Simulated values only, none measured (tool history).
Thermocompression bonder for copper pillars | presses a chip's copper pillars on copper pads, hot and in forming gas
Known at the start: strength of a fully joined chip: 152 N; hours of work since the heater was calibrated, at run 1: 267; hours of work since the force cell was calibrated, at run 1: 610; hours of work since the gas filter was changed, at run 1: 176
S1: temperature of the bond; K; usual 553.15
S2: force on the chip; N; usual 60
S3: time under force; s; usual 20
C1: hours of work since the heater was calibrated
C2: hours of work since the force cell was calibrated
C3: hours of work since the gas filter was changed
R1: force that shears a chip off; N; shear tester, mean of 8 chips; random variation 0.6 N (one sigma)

run,hour,S1,S2,S3,C1,C2,C3,R1
1,0.0,553.15,60,20,267,610,176,84.7
2,14.3,553.15,60,20,274,616,182,84.7
3,28.9,553.15,60,20,281,623,189,84.8
4,47.5,553.15,60,20,289,632,198,84.2
5,61.9,553.15,60,20,296,638,204,84.4
6,77.4,553.15,60,20,303,645,211,83.8
7,88.6,553.15,60,20,308,651,217,83.7
8,102.5,553.15,60,20,315,657,223,83.8
9,116.0,553.15,60,20,321,663,229,83.0
10,134.1,553.15,60,20,329,672,238,82.9
11,144.2,553.15,60,20,334,676,242,84.4
12,159.5,553.15,60,20,341,683,249,83.5
13,173.2,553.15,60,20,347,690,256,84.3
14,181.5,553.15,60,20,351,693,259,83.9
15,192.1,553.15,60,10,356,698,264,66.0
16,202.4,553.15,60,10,361,703,269,66.4
17,211.3,553.15,87,20,365,707,273,97.1
18,222.4,553.15,87,20,370,712,278,98.0
19,239.9,553.15,87,20,378,720,286,98.0
20,257.2,553.15,56,20,386,728,294,81.1
21,267.5,553.15,60,16,391,733,299,77.8
22,282.0,553.15,60,16,397,740,306,77.5
23,297.6,560.15,44,13,405,747,313,70.1

The next listed run, before its measurement:
24,315.0,560.15,44,13,413,755,321,?

Run 24 gave R1 69.6 N.
Without the tool's hidden state the same run would have given R1 69.7 N.
